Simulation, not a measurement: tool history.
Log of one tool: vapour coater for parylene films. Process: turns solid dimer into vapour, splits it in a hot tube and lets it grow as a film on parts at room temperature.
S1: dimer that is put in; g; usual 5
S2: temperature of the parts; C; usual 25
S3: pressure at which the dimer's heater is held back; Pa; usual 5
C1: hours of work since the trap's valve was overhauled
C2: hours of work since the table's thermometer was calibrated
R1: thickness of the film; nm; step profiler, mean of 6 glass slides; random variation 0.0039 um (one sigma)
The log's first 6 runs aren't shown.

run 7 hour=169.4 | S1=5 S2=25 S3=5 | C1=282 C2=519 | R1=902
run 8 hour=189.2 | S1=8 S2=25 S3=5 | C1=291 C2=528 | R1=1444
run 9 hour=210 | S1=5 S2=20 S3=5 | C1=301 C2=538 | R1=1115
run 10 hour=233.7 | S1=5 S2=20 S3=5 | C1=312 C2=549 | R1=1109
run 11 hour=250.9 | S1=3 S2=25 S3=5 | C1=320 C2=557 | R1=543
run 12 hour=282.8 | S1=3 S2=25 S3=5 | C1=334 C2=572 | R1=539
run 13 hour=303 | S1=5 S2=25 S3=9.36 | C1=344 C2=581 | R1=799
run 14 hour=318.9 | S1=5 S2=25 S3=9.36 | C1=351 C2=588 | R1=790
run 15 hour=345.2 | S1=5 S2=25 S3=9.36 | C1=363 C2=600 | R1=798
run 16 hour=366.8 | S1=5 S2=25 S3=9.36 | C1=373 C2=610 | R1=793
run 17 hour=392.9 | S1=5 S2=25 S3=5 | C1=385 C2=622 | R1=885
run 18 hour=407.9 | S1=5 S2=25 S3=5 | C1=392 C2=629 | R1=892
run 19 hour=434.8 | S1=5 S2=25 S3=2.72 | C1=405 C2=642 | R1=1001
run 20 hour=458.2 | S1=3 S2=25 S3=5 | C1=415 C2=653 | R1=528
run 21 hour=477.1 | S1=3 S2=25 S3=5 | C1=424 C2=661 | R1=533
-- hour=501.5 trap's valve overhauled
run 22 hour=515.1 | S1=6 S2=25 S3=5 | C1=6 C2=677 | R1=1141
run 23 hour=542.7 | S1=4 S2=32 S3=3.63 | C1=19 C2=690 | R1=603
run 24 hour=565.1 | S1=4 S2=24 S3=5 | C1=29 C2=700 | R1=797
run 25 hour=590.9 | S1=4 S2=24 S3=5 | C1=41 C2=712 | R1=795

The next listed run, before its measurement:
run 26 hour=607.7 | S1=4 S2=24 S3=5 | C1=49 C2=720 | R1=?

{"run 26": {"R1": 795}}
Without the tool's hidden state the same run would have given R1 793 nm.
